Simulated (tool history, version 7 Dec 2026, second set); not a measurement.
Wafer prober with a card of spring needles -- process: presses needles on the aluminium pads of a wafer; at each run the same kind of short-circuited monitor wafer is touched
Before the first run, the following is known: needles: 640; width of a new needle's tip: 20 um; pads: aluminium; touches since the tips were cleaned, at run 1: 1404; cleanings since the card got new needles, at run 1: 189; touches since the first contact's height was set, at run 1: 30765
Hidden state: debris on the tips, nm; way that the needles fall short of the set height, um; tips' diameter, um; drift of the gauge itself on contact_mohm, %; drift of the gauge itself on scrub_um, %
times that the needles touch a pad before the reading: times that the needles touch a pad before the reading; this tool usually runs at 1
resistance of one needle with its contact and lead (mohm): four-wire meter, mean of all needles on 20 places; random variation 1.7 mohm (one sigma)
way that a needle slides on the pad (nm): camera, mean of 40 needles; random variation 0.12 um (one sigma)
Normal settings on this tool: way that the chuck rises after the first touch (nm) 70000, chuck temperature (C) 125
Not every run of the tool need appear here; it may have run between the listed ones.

run,hour,way that the chuck rises after the first touch (nm),chuck temperature (C),times that the needles touch a pad before the reading,touches since the tips were cleaned,cleanings since the card got new needles,touches since the first contact's height was set,resistance of one needle with its contact and lead (mohm),way that a needle slides on the pad (nm)
1,0.0,70000,125,1,1404,189,30765,224,10920
# hour 2.5: tips cleaned on abrasive film
# hour 7.3: tips cleaned on abrasive film
# hour 13.2: tips cleaned on abrasive film
# hour 19.1: tips cleaned on abrasive film
2,19.1,79000,125,1,0,193,38681,174,12080
# hour 25.1: tips cleaned on abrasive film
# hour 29.9: tips cleaned on abrasive film
# hour 34.7: tips cleaned on abrasive film
# hour 40.7: tips cleaned on abrasive film
3,41.2,79000,125,1,194,197,47833,178,12190
# hour 46.0: tips cleaned on abrasive film
# hour 50.8: tips cleaned on abrasive film
# hour 56.8: tips cleaned on abrasive film
# hour 61.6: tips cleaned on abrasive film
4,66.0,70000,125,1,1864,201,58157,237,10250
# hour 67.3: tips cleaned on abrasive film
# hour 72.1: tips cleaned on abrasive film
# hour 78.0: tips cleaned on abrasive film
# hour 84.0: tips cleaned on abrasive film
5,87.4,70000,125,1,1424,205,67046,225,10450
# hour 89.9: tips cleaned on abrasive film
# hour 94.7: tips cleaned on abrasive film
# hour 99.5: tips cleaned on abrasive film
# hour 105.5: tips cleaned on abrasive film
# hour 110.3: tips cleaned on abrasive film
6,111.4,70000,125,1,491,210,76993,194,10230
# hour 116.2: tips cleaned on abrasive film
# hour 122.2: tips cleaned on abrasive film
# hour 128.2: tips cleaned on abrasive film
# hour 134.2: tips cleaned on abrasive film
7,138.5,70000,125,1,1819,214,88268,234,10230
# hour 139.8: tips cleaned on abrasive film
# hour 144.6: tips cleaned on abrasive film
# hour 149.4: tips cleaned on abrasive film
# hour 155.4: tips cleaned on abrasive film
# hour 160.2: tips cleaned on abrasive film
# hour 165.0: tips cleaned on abrasive film
8,167.9,70000,125,1,1228,220,100444,230,10170
# hour 170.3: tips cleaned on abrasive film
# hour 176.3: tips cleaned on abrasive film
# hour 182.3: tips cleaned on abrasive film
# hour 187.4: tips cleaned on abrasive film
9,187.4,70000,97,1,0,224,108507,178,10150
# hour 192.2: tips cleaned on abrasive film
# hour 197.0: tips cleaned on abrasive film
# hour 203.0: tips cleaned on abrasive film
# hour 208.9: tips cleaned on abrasive film
10,211.8,70000,97,1,1227,228,118692,228,10130
# hour 214.3: tips cleaned on abrasive film
# hour 219.1: tips cleaned on abrasive film
# hour 225.1: tips cleaned on abrasive film
# hour 229.9: tips cleaned on abrasive film
# hour 234.7: tips cleaned on abrasive film
11,236.7,69000,125,2,858,233,129006,200,9880
# hour 240.4: tips cleaned on abrasive film
# hour 246.3: tips cleaned on abrasive film
# hour 252.3: tips cleaned on abrasive film
12,254.4,69000,101,1,855,236,136330,216,9720
# hour 258.0: tips cleaned on abrasive film
# hour 264.0: tips cleaned on abrasive film
# hour 269.9: tips cleaned on abrasive film
13,269.9,58000,101,2,0,239,142769,192,8040
# hour 275.9: tips cleaned on abrasive film
# hour 280.7: tips cleaned on abrasive film
# hour 286.1: tips cleaned on abrasive film
14,286.1,90000,26,3,0,242,149496,152,13110
# hour 292.1: tips cleaned on abrasive film
# hour 298.1: tips cleaned on abrasive film
# hour 304.0: tips cleaned on abrasive film
15,306.1,70000,35,2,872,245,157833,195,9770
# hour 309.7: tips cleaned on abrasive film
# hour 314.5: tips cleaned on abrasive film
# hour 319.4: tips cleaned on abrasive film
# hour 325.3: tips cleaned on abrasive film
# hour 330.1: tips cleaned on abrasive film
16,333.7,65000,47,3,1497,250,169284,197,8680

Here are 3 independent what-if runs from the current tool condition. What would each one return?
# hour 335.0: tips cleaned on abrasive film
# hour 339.8: tips cleaned on abrasive film
# hour 345.8: tips cleaned on abrasive film
A,347.6,77000,117,3,768,253,175035,?,?
# hour 335.0: tips cleaned on abrasive film
# hour 339.8: tips cleaned on abrasive film
# hour 345.8: tips cleaned on abrasive film
B,347.6,70000,98,3,768,253,175035,?,?
# hour 335.0: tips cleaned on abrasive film
# hour 339.8: tips cleaned on abrasive film
# hour 345.8: tips cleaned on abrasive film
C,347.6,59000,47,3,768,253,175035,?,?

run,resistance of one needle with its contact and lead (mohm),way that a needle slides on the pad (nm)
A,187,10620
B,187,9650
C,196,7720
Without the tool's unlogged condition, the same runs would have read:
run,resistance of one needle with its contact and lead (mohm),way that a needle slides on the pad (nm)
A,164,12070
B,159,11110
C,157,9180
